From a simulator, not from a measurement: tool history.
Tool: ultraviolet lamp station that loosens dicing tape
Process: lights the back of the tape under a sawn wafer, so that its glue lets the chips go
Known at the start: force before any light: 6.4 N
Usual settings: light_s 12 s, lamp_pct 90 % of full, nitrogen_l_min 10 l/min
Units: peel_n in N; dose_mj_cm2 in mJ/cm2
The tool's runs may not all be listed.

Run 1, day 0: usual settings. Result: peel_n 0.26 N, dose_mj_cm2 348 mJ/cm2.
Run 2, day 0.625: usual settings but lamp_pct 73 % of full. Result: peel_n 0.412 N, dose_mj_cm2 281 mJ/cm2.
Run 3, day 1.146: usual settings but lamp_pct 73 % of full. Result: peel_n 0.427 N, dose_mj_cm2 281 mJ/cm2.
Run 4, day 1.6: usual settings but nitrogen_l_min 16 l/min. Result: peel_n 0.203 N, dose_mj_cm2 340 mJ/cm2.
Run 5, day 2.038: usual settings. Result: peel_n 0.283 N, dose_mj_cm2 341 mJ/cm2.
Run 6, day 2.392: usual settings. Result: peel_n 0.272 N, dose_mj_cm2 342 mJ/cm2.
Run 7, day 2.746: usual settings. Result: peel_n 0.272 N, dose_mj_cm2 345 mJ/cm2.
Run 8, day 3.192: usual settings. Result: peel_n 0.279 N, dose_mj_cm2 339 mJ/cm2.
Run 9, day 3.671: usual settings. Result: peel_n 0.264 N, dose_mj_cm2 337 mJ/cm2.
Run 10, day 4.242: usual settings. Result: peel_n 0.277 N, dose_mj_cm2 334 mJ/cm2.
Run 11, day 4.554: usual settings but lamp_pct 86 % of full. Result: peel_n 0.305 N, dose_mj_cm2 324 mJ/cm2.
Run 12, day 5.129: usual settings but lamp_pct 86 % of full. Result: peel_n 0.308 N, dose_mj_cm2 313 mJ/cm2.
Run 13, day 5.638: usual settings but lamp_pct 86 % of full. Result: peel_n 0.32 N, dose_mj_cm2 322 mJ/cm2.
Run 14, day 6.083: usual settings but lamp_pct 86 % of full. Result: peel_n 0.313 N, dose_mj_cm2 316 mJ/cm2.
Run 15, day 6.592: usual settings but lamp_pct 86 % of full. Result: peel_n 0.323 N, dose_mj_cm2 314 mJ/cm2.
Run 16, day 7.042: usual settings but lamp_pct 86 % of full. Result: peel_n 0.324 N, dose_mj_cm2 313 mJ/cm2.
Run 17, day 7.404: usual settings but lamp_pct 86 % of full. Result: peel_n 0.317 N, dose_mj_cm2 310 mJ/cm2.
Run 18, day 8.029: usual settings but lamp_pct 86 % of full. Result: peel_n 0.327 N, dose_mj_cm2 313 mJ/cm2.
Run 19, day 8.312: usual settings but lamp_pct 86 % of full. Result: peel_n 0.33 N, dose_mj_cm2 308 mJ/cm2.
At day 8.454: window cleaned of glue's vapour.
Run 20, day 8.721: usual settings but light_s 8 s. Result: peel_n 0.814 N, dose_mj_cm2 199 mJ/cm2.
Run 21, day 9.246: usual settings but light_s 8 s. Result: peel_n 0.842 N, dose_mj_cm2 197 mJ/cm2.
Run 22, day 9.533: usual settings. Result: peel_n 0.359 N, dose_mj_cm2 300 mJ/cm2.
Run 23, day 10.117: usual settings but nitrogen_l_min 15 l/min. Result: peel_n 0.258 N, dose_mj_cm2 302 mJ/cm2.
Run 24, day 10.421: usual settings but nitrogen_l_min 15 l/min. Result: peel_n 0.263 N, dose_mj_cm2 300 mJ/cm2.
Run 25, day 10.871: usual settings but light_s 14 s, nitrogen_l_min 5 l/min. Result: peel_n 0.494 N, dose_mj_cm2 345 mJ/cm2.
At day 11.342: window cleaned of glue's vapour, once more.
Run 26, day 11.383: usual settings but light_s 14 s. Result: peel_n 0.173 N, dose_mj_cm2 429 mJ/cm2.
Run 27, day 11.921: usual settings but lamp_pct 73 % of full, nitrogen_l_min 3 l/min. Result: peel_n 1.02 N, dose_mj_cm2 294 mJ/cm2.
Run 28, day 12.233: usual settings but lamp_pct 73 % of full, nitrogen_l_min 5 l/min. Result: peel_n 0.658 N, dose_mj_cm2 301 mJ/cm2.
Run 29, day 12.525: usual settings but light_s 14 s, lamp_pct 82 % of full, nitrogen_l_min 9 l/min. Result: peel_n 0.221 N, dose_mj_cm2 390 mJ/cm2.
Run 30, day 12.912: usual settings but light_s 21 s, lamp_pct 96 % of full, nitrogen_l_min 5 l/min. Result: peel_n 0.134 N, dose_mj_cm2 672 mJ/cm2.
Run 31, day 13.271: usual settings but light_s 21 s, lamp_pct 96 % of full, nitrogen_l_min 5 l/min. Result: peel_n 0.136 N, dose_mj_cm2 680 mJ/cm2.
Run 32, day 13.654: usual settings but light_s 21 s, lamp_pct 96 % of full, nitrogen_l_min 5 l/min. Result: peel_n 0.135 N, dose_mj_cm2 683 mJ/cm2.
Run 33, day 14.008: usual settings but light_s 21 s, lamp_pct 96 % of full, nitrogen_l_min 5 l/min. Result: peel_n 0.133 N, dose_mj_cm2 672 mJ/cm2.
Run 34, day 14.312: usual settings but lamp_pct 77 % of full. Result: peel_n 0.315 N, dose_mj_cm2 310 mJ/cm2.
Run 35, day 14.658: usual settings but lamp_pct 80 % of full, nitrogen_l_min 3 l/min. Result: peel_n 0.847 N, dose_mj_cm2 317 mJ/cm2.
Run 36, day 15.208: usual settings. Result: peel_n 0.248 N, dose_mj_cm2 358 mJ/cm2.
Run 37, day 15.738: usual settings but light_s 10 s, lamp_pct 76 % of full, nitrogen_l_min 5 l/min. Result: peel_n 0.922 N, dose_mj_cm2 253 mJ/cm2.
Run 38, day 16.283: usual settings but light_s 7 s, lamp_pct 60 % of full, nitrogen_l_min 4 l/min. Result: peel_n 2.364 N, dose_mj_cm2 138 mJ/cm2.
Run 39, day 16.617: usual settings but light_s 7 s, lamp_pct 93 % of full, nitrogen_l_min 3 l/min. Result: peel_n 1.674 N, dose_mj_cm2 215 mJ/cm2.
Run 40, day 17.2: usual settings but light_s 7 s, lamp_pct 93 % of full, nitrogen_l_min 3 l/min. Result: peel_n 1.682 N, dose_mj_cm2 214 mJ/cm2.
Run 41, day 17.567: usual settings but lamp_pct 65 % of full, nitrogen_l_min 4 l/min. Result: peel_n 1.078 N, dose_mj_cm2 257 mJ/cm2.
Run 42, day 17.842: usual settings but nitrogen_l_min 3 l/min. Result: peel_n 0.733 N, dose_mj_cm2 351 mJ/cm2.
Run 43, day 18.133: usual settings but light_s 14 s, lamp_pct 78 % of full, nitrogen_l_min 4 l/min. Result: peel_n 0.549 N, dose_mj_cm2 353 mJ/cm2.

Some steps in peel_n between neighbouring runs. How much of each would the tool show without its hidden state too (settings, what came in, random variation), and how much is left for the hidden state, with any gauge scatter that isn't in both results?
The hidden state here: lamp's light, % of a new lamp's; light that the window lets through, % of a clean one's; drift of the gauge itself on peel_n, %; drift of the gauge itself on dose_mj_cm2, %.
Run 19 -> 20: light_s 12 -> 8, lamp_pct 86 -> 90, window cleaned of glue's vapour. peel_n +0.484 N: hidden state +0.275, all else +0.209.
Run 21 -> 22: light_s 8 -> 12. peel_n -0.483 N: hidden state -0.247, all else -0.236.
Run 25 -> 26: nitrogen_l_min 5 -> 10, window cleaned of glue's vapour, once more. peel_n -0.321 N: hidden state -0.236, all else -0.085.
Run 26 -> 27: light_s 14 -> 12, lamp_pct 90 -> 73, nitrogen_l_min 10 -> 3. peel_n +0.847 N: hidden state +0.215, all else +0.632.
Run 37 -> 38: light_s 10 -> 7, lamp_pct 76 -> 60, nitrogen_l_min 5 -> 4. peel_n +1.442 N: hidden state +0.154, all else +1.288.
Run 38 -> 39: lamp_pct 60 -> 93, nitrogen_l_min 4 -> 3. peel_n -0.69 N: hidden state -0.029, all else -0.661.
